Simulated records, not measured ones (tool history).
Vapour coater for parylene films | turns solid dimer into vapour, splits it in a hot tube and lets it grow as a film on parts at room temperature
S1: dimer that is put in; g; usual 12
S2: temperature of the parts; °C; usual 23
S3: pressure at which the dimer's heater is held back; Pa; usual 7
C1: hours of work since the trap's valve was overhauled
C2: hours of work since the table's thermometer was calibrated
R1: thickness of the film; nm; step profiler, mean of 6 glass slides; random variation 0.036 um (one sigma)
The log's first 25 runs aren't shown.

run,hour,S1,S2,S3,C1,C2,R1
26,413,6,32,8.03,158,276,1340
27,428.5,15,27,3.79,167,286,4190
28,448.3,12,15,7,179,298,5070
29,457.6,16,24,7,185,304,4810
30,474.6,16,24,7,196,314,4860
31,490.5,11,23,7,206,324,3480
32,503.9,11,23,7,214,332,3410
33,522.8,9,17,2.85,226,344,3770
34,540.4,8,15,2.1,236,355,3590
35,562.9,18,35,7,250,369,3580
36,577.9,18,35,7,260,378,3520
37,591.3,18,35,7,268,387,3590
38,607.8,18,35,7,278,397,3610
39,619.1,18,35,7,285,404,3610
40,635.5,11,16,10.38,295,414,4350
41,656,13,19,3.02,308,427,4990
42,667,13,19,3.02,315,433,5000
43,677.5,8,19,9.21,321,440,2860
44,690.7,8,19,9.21,329,448,2800
45,705.4,10,19,7.21,339,457,3610

Forecast each of these 5 alternatives for the next run:
A,726.6,11,16,7.21,352,470,?
B,726.6,9,25,7,352,470,?
C,726.6,6,21,10.26,352,470,?
D,726.6,13,32,9.48,352,470,?
E,726.6,17,25,2.54,352,470,?

run,R1
A,4460
B,2630
C,1980
D,2890
E,5180
Without the tool's hidden state the same runs would have given:
run,R1
A,4480
B,2640
C,1990
D,2900
E,5210
